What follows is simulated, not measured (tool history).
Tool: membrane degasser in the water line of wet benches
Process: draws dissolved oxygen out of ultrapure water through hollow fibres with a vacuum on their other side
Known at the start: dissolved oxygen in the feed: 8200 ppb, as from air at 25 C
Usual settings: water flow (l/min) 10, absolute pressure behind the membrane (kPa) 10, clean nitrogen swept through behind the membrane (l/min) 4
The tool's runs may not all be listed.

run    hour  water flow (l/min)  absolute pressure behind the membrane (kPa)  clean nitrogen swept through behind the membrane (l/min)  dissolved oxygen in the water behind the degasser (ppb)  pressure that the water loses in the fibres (kPa)
  1       0                  10                                           10                                                         4                                                      179                                              30.47
  2   222.7                  10                                           10                                                         4                                                    184.4                                               30.3
  3   437.6                  10                                           10                                                         4                                                    183.9                                              30.39
  4   643.5                  12                                           10                                                         4                                                    286.1                                               36.5
  5   921.6                  12                                           10                                                         4                                                    289.2                                              36.57
  6  1083.2                  12                                           10                                                         4                                                    289.7                                              36.51
  7  1287.8                   9                                         15.4                                                      3.39                                                    184.4                                              27.69
  8  1548.4                  10                                          9.2                                                      2.96                                                    197.2                                              30.86
  9  1763.1                  10                                          9.2                                                      2.96                                                    202.7                                              30.96
 10  1895.5                  15                                           10                                                      7.85                                                    452.1                                              46.39
 11  2135.9                  15                                         20.3                                                      3.95                                                    569.1                                              46.57
 12  2352.7                  15                                         20.3                                                      3.95                                                    571.1                                              46.65

4 ways to go on from here, each from the tool as it stands after run 12. What would each give?
  A  2637.5                   8                                           10                                                         4                                                        ?                                                  ?
  B  2637.5                   9                                          7.7                                                         4                                                        ?                                                  ?
  C  2637.5                  10                                         10.2                                                     10.75                                                        ?                                                  ?
  D  2637.5                  10                                         15.4                                                     10.41                                                        ?                                                  ?

run  dissolved oxygen in the water behind the degasser (ppb)  pressure that the water loses in the fibres (kPa)
  A                                                    112.9                                              24.72
  B                                                    138.6                                              27.83
  C                                                      172                                              31.02
  D                                                      186                                              31.11
Without the tool's hidden state the same runs would have given:
run  dissolved oxygen in the water behind the degasser (ppb)  pressure that the water loses in the fibres (kPa)
  A                                                       87                                              22.99
  B                                                    104.9                                              25.88
  C                                                    130.7                                              28.86
  D                                                    144.2                                              28.94
